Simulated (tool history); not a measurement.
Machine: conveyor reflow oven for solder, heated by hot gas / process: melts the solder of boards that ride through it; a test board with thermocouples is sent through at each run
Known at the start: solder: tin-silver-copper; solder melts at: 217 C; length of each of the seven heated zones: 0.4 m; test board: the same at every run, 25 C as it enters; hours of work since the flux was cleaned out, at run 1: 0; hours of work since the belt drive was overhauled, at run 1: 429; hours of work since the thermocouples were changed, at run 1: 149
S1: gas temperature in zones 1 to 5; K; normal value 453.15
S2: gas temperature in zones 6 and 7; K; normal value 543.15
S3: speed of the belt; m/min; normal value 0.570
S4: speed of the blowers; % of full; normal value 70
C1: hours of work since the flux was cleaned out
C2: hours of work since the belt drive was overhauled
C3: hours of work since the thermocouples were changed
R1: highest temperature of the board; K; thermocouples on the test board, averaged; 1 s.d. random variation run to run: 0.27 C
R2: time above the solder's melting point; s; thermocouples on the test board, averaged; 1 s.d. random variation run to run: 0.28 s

run	hour	S1	S2	S3	S4	C1	C2	C3	R1	R2
1	0.0	453.15	543.15	0.570	70	0	429	149	532.75	72.2
2	10.4	465.15	543.15	0.570	70	5	434	154	533.85	78.3
3	20.2	465.15	543.15	0.570	70	10	439	158	534.35	78.7
4	28.1	465.15	543.15	0.570	70	13	442	162	534.15	78.2
5	34.5	465.15	543.15	0.570	70	16	445	165	534.25	78.5
6	40.0	465.15	543.15	0.570	70	19	448	167	534.15	78.1
7	47.9	451.15	543.15	0.570	70	22	451	171	532.55	71.1
8	56.3	448.15	543.15	0.570	70	26	455	175	531.55	69.8
9	64.7	448.15	543.15	0.499	70	30	459	179	535.35	83.2
10	70.4	453.15	543.15	0.570	82	33	462	181	534.25	73.7
11	77.2	453.15	543.15	0.570	82	36	465	185	534.35	73.8
12	84.0	453.15	543.15	0.570	82	39	468	188	534.35	73.7
13	88.9	453.15	543.15	0.570	82	41	470	190	534.25	73.7
14	95.4	453.15	543.15	0.570	70	44	473	193	532.55	72.4
# hour 100.0: belt drive overhauled, speed set with a stopwatch
15	106.7	453.15	543.15	0.570	70	48	3	196	532.55	72.5
16	115.8	453.15	543.15	0.570	70	52	7	201	532.85	72.0
17	126.3	444.15	541.15	0.585	70	57	12	205	528.75	64.1
18	135.9	444.15	552.15	0.585	70	61	17	210	539.05	70.6
# hour 145.3: belt drive overhauled, speed set with a stopwatch, once more
19	146.1	454.15	547.15	0.633	56	64	0	213	529.25	61.3
20	151.3	464.15	543.15	0.561	70	66	3	215	534.05	78.2
21	161.1	453.15	532.15	0.526	78	71	7	220	524.85	73.7
22	171.4	465.15	532.15	0.526	70	76	12	224	525.15	79.5
23	177.3	453.15	543.15	0.635	70	78	15	227	529.25	61.7
24	188.1	453.15	545.15	0.635	70	83	20	232	530.95	62.8
25	195.0	462.15	543.15	0.570	68	86	23	235	533.05	75.0
26	202.2	451.15	536.15	0.598	53	90	26	238	519.85	56.3
27	212.9	451.15	536.15	0.598	53	95	31	243	520.15	56.4
28	220.3	453.15	534.15	0.647	70	98	35	247	520.65	55.1
29	228.1	453.15	534.15	0.647	70	102	38	250	520.45	54.1
30	233.4	453.15	534.15	0.647	70	104	41	253	520.65	54.4

Branching from run 30: 4 alternative next runs. What would each branch give?
A	241.2	442.15	543.15	0.570	70	108	44	256	?	?
B	241.2	453.15	552.15	0.570	70	108	44	256	?	?
C	241.2	453.15	543.15	0.570	55	108	44	256	?	?
D	241.2	453.15	534.15	0.514	70	108	44	256	?	?

run	R1	R2
A	530.35	65.7
B	540.35	75.5
C	528.25	68.0
D	526.35	75.9
Without the tool's unlogged condition, the same runs would have read:
run	R1	R2
A	530.95	66.3
B	540.85	75.8
C	528.65	68.5
D	526.65	76.4
